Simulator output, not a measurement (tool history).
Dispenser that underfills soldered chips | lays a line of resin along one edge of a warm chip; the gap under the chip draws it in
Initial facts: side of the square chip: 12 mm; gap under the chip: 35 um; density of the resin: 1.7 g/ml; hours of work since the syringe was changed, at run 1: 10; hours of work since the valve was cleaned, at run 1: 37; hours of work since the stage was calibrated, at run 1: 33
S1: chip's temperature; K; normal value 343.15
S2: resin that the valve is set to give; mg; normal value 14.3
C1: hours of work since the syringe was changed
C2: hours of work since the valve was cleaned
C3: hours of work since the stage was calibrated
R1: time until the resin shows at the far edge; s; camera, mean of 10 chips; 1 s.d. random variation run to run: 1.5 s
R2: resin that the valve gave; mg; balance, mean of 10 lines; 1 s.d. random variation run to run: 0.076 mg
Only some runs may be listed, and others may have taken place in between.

run,hour,S1,S2,C1,C2,C3,R1,R2
1,0,343.15,14.3,10,37,33,260.8,13.86
# hour 2.1: new syringe of resin
2,3.4,343.15,14.3,1,39,35,159.2,13.81
3,6.5,333.15,14.3,3,41,37,273.9,13.84
4,10.2,333.15,14.3,5,44,39,314.2,13.75
5,14.8,333.15,14.3,9,47,42,361.9,13.69
# hour 18.4: new syringe of resin
6,19.1,333.15,14.5,0,50,45,226,13.86
7,22.1,333.15,14.5,2,52,47,253.5,13.89
8,25,333.15,14.5,4,54,49,277,13.91
9,28.9,343.15,18,7,56,52,214.6,17.1
10,33.4,343.15,18,10,59,55,256.3,17.13
# hour 35: new syringe of resin
11,37.7,340.15,18,2,62,57,178.2,16.96
12,42.4,340.15,18,5,65,61,218.6,17.02
13,45.9,352.15,14.3,7,67,63,159.6,13.55
14,50.2,352.15,14.3,10,70,66,183.7,13.51
# hour 51.5: new syringe of resin
15,54.1,352.15,14.3,2,73,68,119.8,13.52
16,57.6,343.15,15.5,4,75,71,189,14.54
17,61.4,343.15,15.5,7,78,73,213,14.6
# hour 64.5: dispensing valve cleaned and set on the balance
18,66.7,348.15,14.3,9,1,76,211.8,14.3
# hour 69: new syringe of resin
19,69.4,342.15,17,0,3,78,153.4,17.08
20,73.5,354.15,16.6,3,6,80,116.4,16.46

The next listed run, before its measurement:
21,77.1,341.15,14.3,5,8,83,?,?

{"run 21": {"R1": 219, "R2": 14.26}}
With the hidden condition absent and the run-to-run variation left alone, this run would have shown R1 161.7 s, R2 14.33 mg.

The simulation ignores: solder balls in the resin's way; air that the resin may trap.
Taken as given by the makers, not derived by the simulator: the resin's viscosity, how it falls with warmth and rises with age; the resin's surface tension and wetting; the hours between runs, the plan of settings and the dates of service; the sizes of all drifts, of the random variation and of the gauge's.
